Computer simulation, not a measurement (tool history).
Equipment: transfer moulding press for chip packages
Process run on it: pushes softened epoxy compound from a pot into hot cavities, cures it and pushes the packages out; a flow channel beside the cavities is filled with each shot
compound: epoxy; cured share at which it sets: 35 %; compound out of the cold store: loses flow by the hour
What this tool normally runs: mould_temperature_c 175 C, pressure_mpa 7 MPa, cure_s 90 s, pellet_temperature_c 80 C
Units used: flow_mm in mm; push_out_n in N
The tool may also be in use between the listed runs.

run   hour  mould_temperature_c  pressure_mpa  cure_s  pellet_temperature_c  incoming compound's hours out of the cold store  flow_mm  push_out_n
  1      0                  175             7      90                    80                                             15.1     1019         448
  2   13.6                  175             7      90                    80                                             19.6      992         459
  3   24.5                  175             7      90                    80                                             25.7      950         477
      37.5  -- cavities cleaned with cleaning compound and waxed
  4   45.3                  175             7      90                    80                                              8.1     1072         343
  5     71                  175             7      90                    80                                             40.7      860         416
  6     82                  175          6.21      90                    80                                             10.1      992         461
  7   94.4                  175          6.21      90                    80                                             11.4      975         485
     107.8  -- cavities cleaned with cleaning compound and waxed
  8  118.9                  175          6.21      90                    80                                              8.5      997         360
  9  134.3                  175          6.21     113                    80                                             45.5      773         352
 10  149.3                  175          8.26      78                    75                                             38.2      939         524
 11  159.9                  175          8.26      78                    75                                             13.4     1095         597
     178.2  -- cavities cleaned with cleaning compound and waxed
 12  185.5                  171          7.14      90                    80                                             44.6      842         368
 13  207.5                  171          7.14      90                    80                                             17.6      991         516

Run 14, settings as shown, results not yet in. Your forecast:
 14  229.5                  175          7.45      76                    72                                             27.7        ?           ?

flow_mm: 940 mm
push_out_n: 595 N
With no hidden state in the tool, this same run would have given flow_mm 1005 mm, push_out_n 370 N.
